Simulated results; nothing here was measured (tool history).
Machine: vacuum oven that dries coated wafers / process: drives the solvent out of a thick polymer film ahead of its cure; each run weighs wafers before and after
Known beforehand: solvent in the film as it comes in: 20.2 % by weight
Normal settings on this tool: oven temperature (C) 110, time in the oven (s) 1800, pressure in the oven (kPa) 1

Run 1, day 0: usual settings. Result: solvent left in the film (%) 1.66.
Run 2, day 1.858: usual settings but oven temperature (C) 109. Result: solvent left in the film (%) 1.81.
Run 3, day 3.592: usual settings but time in the oven (s) 960. Result: solvent left in the film (%) 4.27.
Run 4, day 6.275: usual settings but time in the oven (s) 960. Result: solvent left in the film (%) 4.25.
Run 5, day 8.912: usual settings but time in the oven (s) 960. Result: solvent left in the film (%) 4.27.
Run 6, day 10.458: usual settings but time in the oven (s) 1140. Result: solvent left in the film (%) 3.38.
At day 11.325: oven's thermocouples calibrated.
Run 7, day 13.083: usual settings but time in the oven (s) 1140. Result: solvent left in the film (%) 3.4.
Run 8, day 16.225: usual settings but pressure in the oven (kPa) 1.49. Result: solvent left in the film (%) 1.98.
Run 9, day 19.104: usual settings. Result: solvent left in the film (%) 1.67.
Run 10, day 21.775: usual settings. Result: solvent left in the film (%) 1.66.
Run 11, day 24.908: usual settings. Result: solvent left in the film (%) 1.63.
Run 12, day 27.188: usual settings. Result: solvent left in the film (%) 1.66.
Run 13, day 30.446: usual settings. Result: solvent left in the film (%) 1.65.
Run 14, day 33.604: usual settings but pressure in the oven (kPa) 0.63. Result: solvent left in the film (%) 1.43.
Run 15, day 34.983: usual settings but pressure in the oven (kPa) 0.63. Result: solvent left in the film (%) 1.43.
Run 16, day 37.904: usual settings. Result: solvent left in the film (%) 1.64.
Run 17, day 40.358: usual settings but pressure in the oven (kPa) 1.31. Result: solvent left in the film (%) 1.88.
At day 40.667: vacuum gauge cleaned of residue and calibrated.
Run 18, day 43.221: usual settings but pressure in the oven (kPa) 1.31. Result: solvent left in the film (%) 1.85.
Run 19, day 45.346: usual settings but oven temperature (C) 107, pressure in the oven (kPa) 1.31. Result: solvent left in the film (%) 2.37.
Run 20, day 48.596: usual settings but oven temperature (C) 107, pressure in the oven (kPa) 1.31. Result: solvent left in the film (%) 2.38.
Run 21, day 51.529: usual settings but oven temperature (C) 107, time in the oven (s) 1080, pressure in the oven (kPa) 1.31. Result: solvent left in the film (%) 4.6.
Run 22, day 53.017: usual settings but oven temperature (C) 121, time in the oven (s) 2160, pressure in the oven (kPa) 0.62. Result: solvent left in the film (%) 0.36.
Run 23, day 55.083: usual settings but oven temperature (C) 112, time in the oven (s) 3120, pressure in the oven (kPa) 0.73. Result: solvent left in the film (%) 0.53.
Run 24, day 57.475: usual settings but time in the oven (s) 2160, pressure in the oven (kPa) 0.97. Result: solvent left in the film (%) 1.25.
Run 25, day 60.608: usual settings but time in the oven (s) 2160, pressure in the oven (kPa) 0.97. Result: solvent left in the film (%) 1.2.
Run 26, day 62.775: usual settings but time in the oven (s) 2160, pressure in the oven (kPa) 0.97. Result: solvent left in the film (%) 1.21.
Run 27, day 65.512: usual settings but oven temperature (C) 99, time in the oven (s) 2220, pressure in the oven (kPa) 0.57. Result: solvent left in the film (%) 2.64.
Run 28, day 68.071: usual settings but time in the oven (s) 2160, pressure in the oven (kPa) 1.1. Result: solvent left in the film (%) 1.28.
Run 29, day 71.092: usual settings but time in the oven (s) 2160, pressure in the oven (kPa) 1.1. Result: solvent left in the film (%) 1.31.
Run 30, day 72.875: usual settings but oven temperature (C) 107, time in the oven (s) 1260, pressure in the oven (kPa) 0.91. Result: solvent left in the film (%) 3.57.
Run 31, day 75.788: usual settings but time in the oven (s) 1560. Result: solvent left in the film (%) 2.09.
Run 32, day 77.862: usual settings but pressure in the oven (kPa) 3.14. Result: solvent left in the film (%) 3.03.
Run 33, day 79.696: usual settings but pressure in the oven (kPa) 3.14. Result: solvent left in the film (%) 3.05.
Run 34, day 81.896: usual settings but oven temperature (C) 100, time in the oven (s) 960, pressure in the oven (kPa) 2.26. Result: solvent left in the film (%) 7.92.
Run 35, day 84.338: usual settings but oven temperature (C) 115, time in the oven (s) 2100, pressure in the oven (kPa) 0.56. Result: solvent left in the film (%) 0.62.
Run 36, day 85.717: usual settings but oven temperature (C) 115, time in the oven (s) 2100, pressure in the oven (kPa) 0.56. Result: solvent left in the film (%) 0.61.
Run 37, day 88.362: usual settings but oven temperature (C) 115, time in the oven (s) 2100, pressure in the oven (kPa) 0.56. Result: solvent left in the film (%) 0.6.
Run 38, day 90.354: usual settings but oven temperature (C) 95, time in the oven (s) 2820, pressure in the oven (kPa) 0.56. Result: solvent left in the film (%) 2.52.
Run 39, day 93.204: usual settings but oven temperature (C) 97, time in the oven (s) 1740. Result: solvent left in the film (%) 4.66.
Run 40, day 96.521: usual settings but oven temperature (C) 100, time in the oven (s) 1740. Result: solvent left in the film (%) 3.85.
At day 97.596: oven's thermocouples calibrated.
Run 41, day 98.162: usual settings but oven temperature (C) 100, time in the oven (s) 1740. Result: solvent left in the film (%) 3.84.

Per-run results on a tool with no hidden state, each run keeping its own random variation:
Hidden conditions of the tool in this case: true wafer temperature over the reading, C; true pressure over the reading, kPa; drift of the gauge itself on solvent_pct, %.
run  solvent left in the film (%)
  1                          1.67
  2                          1.82
  3                          4.29
  4                          4.27
  5                          4.29
  6                          3.39
  7                           3.4
  8                          1.97
  9                          1.67
 10                          1.66
 11                          1.63
 12                          1.66
 13                          1.65
 14                          1.43
 15                          1.43
 16                          1.64
 17                          1.88
 18                          1.86
 19                          2.38
 20                          2.38
 21                          4.61
 22                          0.36
 23                          0.53
 24                          1.25
 25                           1.2
 26                          1.22
 27                          2.66
 28                          1.29
 29                          1.31
 30                          3.59
 31                           2.1
 32                          3.04
 33                          3.06
 34                          7.95
 35                          0.62
 36                          0.61
 37                           0.6
 38                          2.54
 39                          4.68
 40                          3.88
 41                          3.83
